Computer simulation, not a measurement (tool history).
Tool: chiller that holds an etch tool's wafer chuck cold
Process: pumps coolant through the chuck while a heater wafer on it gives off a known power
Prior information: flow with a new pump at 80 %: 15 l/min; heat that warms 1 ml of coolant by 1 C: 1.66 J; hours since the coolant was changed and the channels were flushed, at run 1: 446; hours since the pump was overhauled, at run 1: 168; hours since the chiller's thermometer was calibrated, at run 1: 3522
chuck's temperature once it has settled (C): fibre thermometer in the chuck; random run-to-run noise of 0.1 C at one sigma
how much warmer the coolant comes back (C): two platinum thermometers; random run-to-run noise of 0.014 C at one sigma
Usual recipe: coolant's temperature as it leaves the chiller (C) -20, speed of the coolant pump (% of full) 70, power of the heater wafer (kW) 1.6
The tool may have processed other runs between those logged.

| run | hour | coolant's temperature as it leaves the chiller (C) | speed of the coolant pump (% of full) | power of the heater wafer (kW) | hours since the coolant was changed and the channels were flushed | hours since the pump was overhauled | hours since the chiller's thermometer was calibrated | chuck's temperature once it has settled (C) | how much warmer the coolant comes back (C) |
|---|---|---|---|---|---|---|---|---|---|
| 1 | 0 | -20 | 70 | 1.6 | 446 | 168 | 3522 | -4 | 4.44 |
| 2 | 200.2 | -20 | 70 | 1.785 | 646 | 368 | 3723 | -2.1 | 4.95 |
| 3 | 299.6 | -20 | 100 | 1.6 | 745 | 468 | 3822 | -7.7 | 3.03 |
| 4 | 424.1 | -20 | 100 | 1.6 | 870 | 592 | 3947 | -7.7 | 3.03 |
| 5 | 536.9 | -20 | 100 | 1.6 | 983 | 705 | 4059 | -7.8 | 3.04 |
| 6 | 668.8 | -20 | 100 | 1.255 | 1114 | 837 | 4191 | -10.4 | 2.38 |
| 7 | 800.2 | -20 | 70 | 0.991 | 1246 | 968 | 4323 | -9.9 | 2.76 |
| 8 | 942.4 | -20 | 70 | 0.991 | 1388 | 1111 | 4465 | -10.3 | 2.74 |
| 9 | 1033.6 | -19 | 70 | 1.6 | 1479 | 1202 | 4556 | -2.9 | 4.43 |
| 10 | 1200.8 | -19 | 70 | 1.6 | 1646 | 1369 | 4723 | -3 | 4.43 |
| 11 | 1404.1 | -24 | 70 | 1.6 | 1850 | 1572 | 4927 | -8 | 4.44 |
| 12 | 1574.6 | -24 | 70 | 1.6 | 2020 | 1743 | 5097 | -7.9 | 4.41 |
|  | 1608.8 | chiller's thermometer calibrated |
| 13 | 1751.8 | -24 | 70 | 1.6 | 2196 | 1919 | 143 | -7.9 | 4.45 |
| 14 | 1931.9 | -25 | 83 | 1.6 | 2377 | 2099 | 323 | -10.8 | 3.69 |
| 15 | 2068.9 | -14 | 65 | 2.065 | 2513 | 2236 | 460 | 7.9 | 6.19 |

For run 16, what comes out?
| 16 | 2161.7 | -14 | 65 | 1.472 | 2606 | 2329 | 553 | ? | ? |

{"run 16": {"chuck's temperature once it has settled (C)": 1.7, "how much warmer the coolant comes back (C)": 4.43}}
The same run, on a tool lacking any hidden state, would have yielded chuck's temperature once it has settled (C) 1.7, how much warmer the coolant comes back (C) 4.43.
